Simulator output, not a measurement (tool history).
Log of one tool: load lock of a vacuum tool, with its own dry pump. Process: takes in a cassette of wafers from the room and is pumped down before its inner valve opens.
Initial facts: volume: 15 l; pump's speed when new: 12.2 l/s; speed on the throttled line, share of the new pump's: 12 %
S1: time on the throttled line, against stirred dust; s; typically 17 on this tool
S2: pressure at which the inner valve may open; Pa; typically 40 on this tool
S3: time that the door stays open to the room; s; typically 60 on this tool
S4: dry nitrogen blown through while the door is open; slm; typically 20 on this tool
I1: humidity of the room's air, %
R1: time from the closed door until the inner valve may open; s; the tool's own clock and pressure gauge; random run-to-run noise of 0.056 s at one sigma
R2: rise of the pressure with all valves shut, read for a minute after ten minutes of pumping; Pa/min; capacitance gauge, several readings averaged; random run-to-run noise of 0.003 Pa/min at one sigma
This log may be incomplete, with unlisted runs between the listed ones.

{"run": 1, "hour": 0.0, "S1": 17, "S2": 40, "S3": 60, "S4": 20, "I1": 41.9, "R1": 24.67, "R2": 0.232}
{"run": 2, "hour": 91.6, "S1": 17, "S2": 40, "S3": 60, "S4": 20, "I1": 43.9, "R1": 24.51, "R2": 0.239}
{"run": 3, "hour": 173.7, "S1": 17, "S2": 40, "S3": 60, "S4": 20, "I1": 45.3, "R1": 24.46, "R2": 0.252}
{"run": 4, "hour": 263.1, "S1": 17, "S2": 40, "S3": 60, "S4": 20, "I1": 45.2, "R1": 24.56, "R2": 0.25}
{"run": 5, "hour": 333.2, "S1": 17, "S2": 40, "S3": 60, "S4": 20, "I1": 46.1, "R1": 24.61, "R2": 0.25}
{"run": 6, "hour": 411.0, "S1": 17, "S2": 40, "S3": 60, "S4": 35, "I1": 48.3, "R1": 24.62, "R2": 0.257}
{"run": 7, "hour": 460.6, "S1": 17, "S2": 40, "S3": 60, "S4": 35, "I1": 46.4, "R1": 24.58, "R2": 0.256}
{"run": 8, "hour": 545.2, "S1": 17, "S2": 40, "S3": 60, "S4": 35, "I1": 43.0, "R1": 24.59, "R2": 0.265}
{"run": 9, "hour": 627.0, "S1": 17, "S2": 40, "S3": 60, "S4": 35, "I1": 42.3, "R1": 24.41, "R2": 0.277}
{"run": 10, "hour": 703.2, "S1": 17, "S2": 40, "S3": 60, "S4": 13, "I1": 45.6, "R1": 24.63, "R2": 0.297}
{"run": 11, "hour": 775.4, "S1": 17, "S2": 40, "S3": 60, "S4": 13, "I1": 44.9, "R1": 24.63, "R2": 0.306}
{"run": 12, "hour": 854.9, "S1": 17, "S2": 40, "S3": 60, "S4": 13, "I1": 45.2, "R1": 24.58, "R2": 0.303}
{"run": 13, "hour": 941.4, "S1": 17, "S2": 40, "S3": 60, "S4": 13, "I1": 42.7, "R1": 24.66, "R2": 0.326}
{"run": 14, "hour": 997.2, "S1": 17, "S2": 40, "S3": 60, "S4": 13, "I1": 46.9, "R1": 24.66, "R2": 0.323}
{"run": 15, "hour": 1077.2, "S1": 17, "S2": 40, "S3": 60, "S4": 20, "I1": 43.8, "R1": 24.62, "R2": 0.318}
{"run": 16, "hour": 1159.1, "S1": 11, "S2": 40, "S3": 60, "S4": 20, "I1": 41.8, "R1": 19.37, "R2": 0.328}
{"run": 17, "hour": 1216.1, "S1": 11, "S2": 40, "S3": 60, "S4": 20, "I1": 44.4, "R1": 19.32, "R2": 0.344}
{"run": 18, "hour": 1268.6, "S1": 11, "S2": 40, "S3": 60, "S4": 20, "I1": 43.3, "R1": 19.29, "R2": 0.341}
{"run": 19, "hour": 1324.2, "S1": 11, "S2": 40, "S3": 60, "S4": 20, "I1": 45.6, "R1": 19.36, "R2": 0.353}
{"run": 20, "hour": 1365.7, "S1": 10, "S2": 40, "S3": 60, "S4": 17, "I1": 43.1, "R1": 18.55, "R2": 0.363}
{"run": 21, "hour": 1405.4, "S1": 10, "S2": 40, "S3": 60, "S4": 17, "I1": 44.2, "R1": 18.41, "R2": 0.36}
{"run": 22, "hour": 1487.6, "S1": 18, "S2": 39, "S3": 60, "S4": 17, "I1": 43.8, "R1": 25.61, "R2": 0.367}
{"run": 23, "hour": 1576.4, "S1": 22, "S2": 29, "S3": 149, "S4": 20, "I1": 43.6, "R1": 29.44, "R2": 0.402}
{"run": 24, "hour": 1633.0, "S1": 28, "S2": 29, "S3": 54, "S4": 11, "I1": 42.8, "R1": 34.66, "R2": 0.381}
{"run": 25, "hour": 1676.9, "S1": 16, "S2": 34, "S3": 209, "S4": 21, "I1": 46.4, "R1": 23.96, "R2": 0.416}
{"run": 26, "hour": 1758.2, "S1": 16, "S2": 34, "S3": 209, "S4": 21, "I1": 44.5, "R1": 23.89, "R2": 0.437}
{"run": 27, "hour": 1828.3, "S1": 17, "S2": 40, "S3": 27, "S4": 20, "I1": 46.3, "R1": 24.57, "R2": 0.398}
{"run": 28, "hour": 1920.5, "S1": 17, "S2": 40, "S3": 27, "S4": 20, "I1": 44.4, "R1": 24.57, "R2": 0.394}
{"run": 29, "hour": 2000.8, "S1": 17, "S2": 40, "S3": 27, "S4": 20, "I1": 41.3, "R1": 24.66, "R2": 0.406}
{"run": 30, "hour": 2069.7, "S1": 17, "S2": 46, "S3": 114, "S4": 29, "I1": 45.6, "R1": 24.53, "R2": 0.429}
{"run": 31, "hour": 2129.9, "S1": 15, "S2": 58, "S3": 60, "S4": 20, "I1": 46.8, "R1": 22.43, "R2": 0.428}
{"run": 32, "hour": 2185.5, "S1": 26, "S2": 38, "S3": 29, "S4": 22, "I1": 45.1, "R1": 32.56, "R2": 0.442}
{"run": 33, "hour": 2245.0, "S1": 28, "S2": 50, "S3": 147, "S4": 35, "I1": 38.7, "R1": 34.05, "R2": 0.453}
{"run": 34, "hour": 2312.1, "S1": 9, "S2": 40, "S3": 60, "S4": 20, "I1": 46.4, "R1": 17.66, "R2": 0.465}
{"run": 35, "hour": 2386.5, "S1": 32, "S2": 40, "S3": 56, "S4": 5, "I1": 49.9, "R1": 37.77, "R2": 0.478}
{"run": 36, "hour": 2454.7, "S1": 32, "S2": 50, "S3": 56, "S4": 20, "I1": 42.9, "R1": 37.5, "R2": 0.458}
{"run": 37, "hour": 2499.4, "S1": 13, "S2": 40, "S3": 29, "S4": 20, "I1": 43.9, "R1": 21.16, "R2": 0.472}

Selected run-to-run steps in R1, each split into two signed amounts: the part the tool would show with no hidden state at all (from settings, incoming material and random variation), and the remainder, which goes to the hidden state together with any gauge scatter not common to the measured and the hidden-state-free results:
The hidden state here: pump's speed, % of a new pump's; leak at the door's seal, Pa l/s; drift of the gauge itself on ready_s, %; drift of the gauge itself on rise_pa_min, %.
Run 33 -> 34: S1 28 -> 9, S2 50 -> 40, S3 147 -> 60, S4 35 -> 20. R1 -16.39 s: hidden state +0.03, all else -16.42.
Run 34 -> 35: S1 9 -> 32, S3 60 -> 56, S4 20 -> 5. R1 +20.11 s: hidden state -0.03, all else +20.14.
Run 36 -> 37: S1 32 -> 13, S2 50 -> 40, S3 56 -> 29. R1 -16.34 s: hidden state +0.03, all else -16.37.

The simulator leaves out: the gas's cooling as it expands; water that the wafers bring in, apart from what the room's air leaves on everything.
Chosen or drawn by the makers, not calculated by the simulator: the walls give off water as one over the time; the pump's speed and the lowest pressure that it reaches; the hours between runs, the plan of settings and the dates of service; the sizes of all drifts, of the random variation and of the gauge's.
